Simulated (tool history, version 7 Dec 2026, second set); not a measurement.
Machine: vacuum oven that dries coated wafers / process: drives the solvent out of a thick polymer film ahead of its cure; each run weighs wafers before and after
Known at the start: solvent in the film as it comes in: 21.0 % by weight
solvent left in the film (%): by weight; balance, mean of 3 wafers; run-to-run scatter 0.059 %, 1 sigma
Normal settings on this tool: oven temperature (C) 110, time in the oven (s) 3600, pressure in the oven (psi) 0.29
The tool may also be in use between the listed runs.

run 1 hour=0 | oven_temperature_(C)=110 time_in_the_oven_(s)=3600 pressure_in_the_oven_(psi)=0.29 | solvent_left_in_the_film_(%)=3.56
run 2 hour=21.1 | oven_temperature_(C)=110 time_in_the_oven_(s)=3600 pressure_in_the_oven_(psi)=0.29 | solvent_left_in_the_film_(%)=3.48
run 3 hour=55.8 | oven_temperature_(C)=110 time_in_the_oven_(s)=3600 pressure_in_the_oven_(psi)=0.17 | solvent_left_in_the_film_(%)=2.84
run 4 hour=79.9 | oven_temperature_(C)=110 time_in_the_oven_(s)=3600 pressure_in_the_oven_(psi)=0.17 | solvent_left_in_the_film_(%)=2.74
run 5 hour=121.5 | oven_temperature_(C)=110 time_in_the_oven_(s)=3600 pressure_in_the_oven_(psi)=0.17 | solvent_left_in_the_film_(%)=2.85
run 6 hour=152.7 | oven_temperature_(C)=110 time_in_the_oven_(s)=3600 pressure_in_the_oven_(psi)=0.17 | solvent_left_in_the_film_(%)=2.87
run 7 hour=184.9 | oven_temperature_(C)=110 time_in_the_oven_(s)=3600 pressure_in_the_oven_(psi)=0.17 | solvent_left_in_the_film_(%)=2.94
run 8 hour=219.6 | oven_temperature_(C)=110 time_in_the_oven_(s)=3600 pressure_in_the_oven_(psi)=0.17 | solvent_left_in_the_film_(%)=2.96
run 9 hour=261.3 | oven_temperature_(C)=110 time_in_the_oven_(s)=3600 pressure_in_the_oven_(psi)=0.17 | solvent_left_in_the_film_(%)=3
run 10 hour=284.6 | oven_temperature_(C)=110 time_in_the_oven_(s)=3600 pressure_in_the_oven_(psi)=0.17 | solvent_left_in_the_film_(%)=2.96
run 11 hour=317.9 | oven_temperature_(C)=110 time_in_the_oven_(s)=3600 pressure_in_the_oven_(psi)=0.922 | solvent_left_in_the_film_(%)=7.24
run 12 hour=349.4 | oven_temperature_(C)=110 time_in_the_oven_(s)=3600 pressure_in_the_oven_(psi)=0.922 | solvent_left_in_the_film_(%)=7.12
run 13 hour=379.5 | oven_temperature_(C)=110 time_in_the_oven_(s)=3600 pressure_in_the_oven_(psi)=1.023 | solvent_left_in_the_film_(%)=7.66
-- hour=391.6 oven's thermocouples calibrated
-- hour=417.5 vacuum gauge cleaned of residue and calibrated
run 14 hour=428 | oven_temperature_(C)=121 time_in_the_oven_(s)=3600 pressure_in_the_oven_(psi)=0.29 | solvent_left_in_the_film_(%)=1.58
run 15 hour=472.6 | oven_temperature_(C)=121 time_in_the_oven_(s)=3600 pressure_in_the_oven_(psi)=0.29 | solvent_left_in_the_film_(%)=1.52
run 16 hour=506.7 | oven_temperature_(C)=121 time_in_the_oven_(s)=3600 pressure_in_the_oven_(psi)=0.29 | solvent_left_in_the_film_(%)=1.56
run 17 hour=531 | oven_temperature_(C)=114 time_in_the_oven_(s)=1860 pressure_in_the_oven_(psi)=0.29 | solvent_left_in_the_film_(%)=4.91
run 18 hour=558.4 | oven_temperature_(C)=110 time_in_the_oven_(s)=4800 pressure_in_the_oven_(psi)=0.29 | solvent_left_in_the_film_(%)=2.3
run 19 hour=590.3 | oven_temperature_(C)=96 time_in_the_oven_(s)=3060 pressure_in_the_oven_(psi)=0.294 | solvent_left_in_the_film_(%)=7.37
run 20 hour=627.5 | oven_temperature_(C)=110 time_in_the_oven_(s)=3600 pressure_in_the_oven_(psi)=0.58 | solvent_left_in_the_film_(%)=4.6
run 21 hour=663.4 | oven_temperature_(C)=104 time_in_the_oven_(s)=3600 pressure_in_the_oven_(psi)=0.29 | solvent_left_in_the_film_(%)=4.27
run 22 hour=694 | oven_temperature_(C)=104 time_in_the_oven_(s)=3600 pressure_in_the_oven_(psi)=0.29 | solvent_left_in_the_film_(%)=4.36
run 23 hour=717 | oven_temperature_(C)=104 time_in_the_oven_(s)=3600 pressure_in_the_oven_(psi)=0.29 | solvent_left_in_the_film_(%)=4.23

Run 24 comes next. What will it give?
run 24 hour=741.1 | oven_temperature_(C)=119 time_in_the_oven_(s)=3480 pressure_in_the_oven_(psi)=0.174 | solvent_left_in_the_film_(%)=?

solvent left in the film (%): 1.27
The same run, on a tool lacking any hidden state, would have yielded solvent left in the film (%) 1.26.
